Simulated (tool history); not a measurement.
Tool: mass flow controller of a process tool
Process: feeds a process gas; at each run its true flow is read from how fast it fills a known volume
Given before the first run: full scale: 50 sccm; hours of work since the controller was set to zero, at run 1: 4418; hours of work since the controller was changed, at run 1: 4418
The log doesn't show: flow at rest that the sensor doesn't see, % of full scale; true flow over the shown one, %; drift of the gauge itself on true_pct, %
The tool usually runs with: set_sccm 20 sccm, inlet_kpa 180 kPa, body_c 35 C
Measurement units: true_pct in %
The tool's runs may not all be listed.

run    hour  set_sccm  inlet_kpa  body_c  hours of work since the controller was set to zero  hours of work since the controller was changed  true_pct
  1     0.0        20        180      35                                                4418                                            4418    102.03
  2   117.2        20        180      35                                                4469                                            4469    102.10
  3   305.2        20        180      35                                                4550                                            4550    102.14
  4   507.9        20        180      27                                                4638                                            4638    101.99
  5   672.1        20        180      27                                                4708                                            4708    102.14
      689.9  -- controller's zero set anew
  6   884.0        27        180      39                                                  84                                            4800    102.62
  7  1010.4         8        236      31                                                 139                                            4854    105.85
  8  1120.4         8        236      31                                                 186                                            4902    105.98
  9  1385.8         8        236      31                                                 301                                            5017    106.12
     1573.5  -- controller's zero set anew, once more
 10  1620.4         8        236      31                                                  20                                            5118    100.14

5 options for the next run, each taken on its own from the tool as it stands now. Forecast them:
  A  1871.8        13        174      23                                                 129                                            5227         ?
  B  1871.8         8        236      31                                                 129                                            5227         ?
  C  1871.8        15        261      23                                                 129                                            5227         ?
  D  1871.8        11        178      31                                                 129                                            5227         ?
  E  1871.8        29        180      23                                                 129                                            5227         ?

run  true_pct
  A     99.92
  B    100.23
  C    100.18
  D    100.01
  E    100.60
What these runs would have given with no unlogged condition in the tool:
run  true_pct
  A     98.13
  B     98.36
  C     98.41
  D     98.20
  E     98.88
